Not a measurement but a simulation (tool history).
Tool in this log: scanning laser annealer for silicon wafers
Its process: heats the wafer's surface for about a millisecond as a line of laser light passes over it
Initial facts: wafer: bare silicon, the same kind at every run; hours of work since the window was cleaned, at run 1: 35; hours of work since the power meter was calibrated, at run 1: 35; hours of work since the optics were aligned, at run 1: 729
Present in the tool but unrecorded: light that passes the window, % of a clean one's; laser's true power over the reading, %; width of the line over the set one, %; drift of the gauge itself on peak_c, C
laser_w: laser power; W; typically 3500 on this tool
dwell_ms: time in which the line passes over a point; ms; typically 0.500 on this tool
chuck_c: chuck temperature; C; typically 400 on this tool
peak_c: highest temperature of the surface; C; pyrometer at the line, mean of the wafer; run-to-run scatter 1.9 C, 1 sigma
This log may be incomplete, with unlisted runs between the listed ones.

run	hour	laser_w	dwell_ms	chuck_c	hours of work since the window was cleaned	hours of work since the power meter was calibrated	hours of work since the optics were aligned	peak_c
1	0.0	3500	0.500	400	35	35	729	1108
2	26.0	3500	0.616	400	46	46	740	1194
3	47.3	3500	0.500	425	55	55	749	1129
4	75.5	3500	0.500	425	66	66	760	1132
5	107.0	3500	0.545	400	80	80	774	1138
6	133.1	3500	0.545	380	90	90	784	1119
7	149.4	3500	0.545	421	97	97	791	1157
8	186.3	3500	0.500	362	113	113	807	1060
9	219.3	3500	0.500	362	126	126	820	1063
10	237.8	3500	0.500	362	134	134	828	1061
11	261.5	3500	0.500	362	144	144	838	1060
12	296.4	3500	0.500	400	159	159	853	1098
# hour 304.2: optics aligned, line set to its width
13	335.4	3500	0.563	400	173	173	13	1170
14	372.9	3500	0.374	400	188	188	29	1011
15	404.2	3500	0.374	400	202	202	42	1008
16	434.6	3500	0.374	400	214	214	54	1010
17	455.2	3500	0.500	400	223	223	63	1118
18	491.1	3500	0.500	400	238	238	78	1119
19	507.9	3500	0.500	400	245	245	85	1118
20	546.1	3253	0.500	432	261	261	101	1088
21	573.4	3591	0.488	419	272	272	112	1148
22	589.9	3591	0.488	419	279	279	119	1147
23	626.1	3421	0.422	400	294	294	134	1034
24	650.3	3421	0.422	400	304	304	144	1032
25	688.0	3421	0.422	400	320	320	160	1029
26	716.7	3500	0.364	400	332	332	172	999
27	750.4	3500	0.497	400	346	346	186	1106
28	787.8	3500	0.497	400	362	362	202	1104
29	821.3	3520	0.550	363	375	375	216	1116
30	851.7	3518	0.352	378	388	388	228	965
31	885.3	3518	0.495	378	402	402	242	1085
32	909.7	3591	0.500	400	412	412	253	1129
33	930.9	3188	0.604	397	421	421	261	1098
34	954.7	3188	0.432	397	431	431	271	975
35	990.5	3814	0.591	401	446	446	286	1261
36	1026.7	2995	0.546	410	461	461	301	1022

Measured less the same run without the tool's hidden state. The same run-to-run variation is in both; the gauge's scatter may not be:
run	peak_c
1	-28
2	-32
3	-29
4	-29
5	-32
6	-33
7	-34
8	-32
9	-33
10	-34
11	-35
12	-36
13	-13
14	-11
15	-13
16	-12
17	-16
18	-17
19	-17
20	-16
21	-19
22	-19
23	-18
24	-19
25	-20
26	-19
27	-23
28	-25
29	-27
30	-22
31	-28
32	-29
33	-28
34	-24
35	-37
36	-27

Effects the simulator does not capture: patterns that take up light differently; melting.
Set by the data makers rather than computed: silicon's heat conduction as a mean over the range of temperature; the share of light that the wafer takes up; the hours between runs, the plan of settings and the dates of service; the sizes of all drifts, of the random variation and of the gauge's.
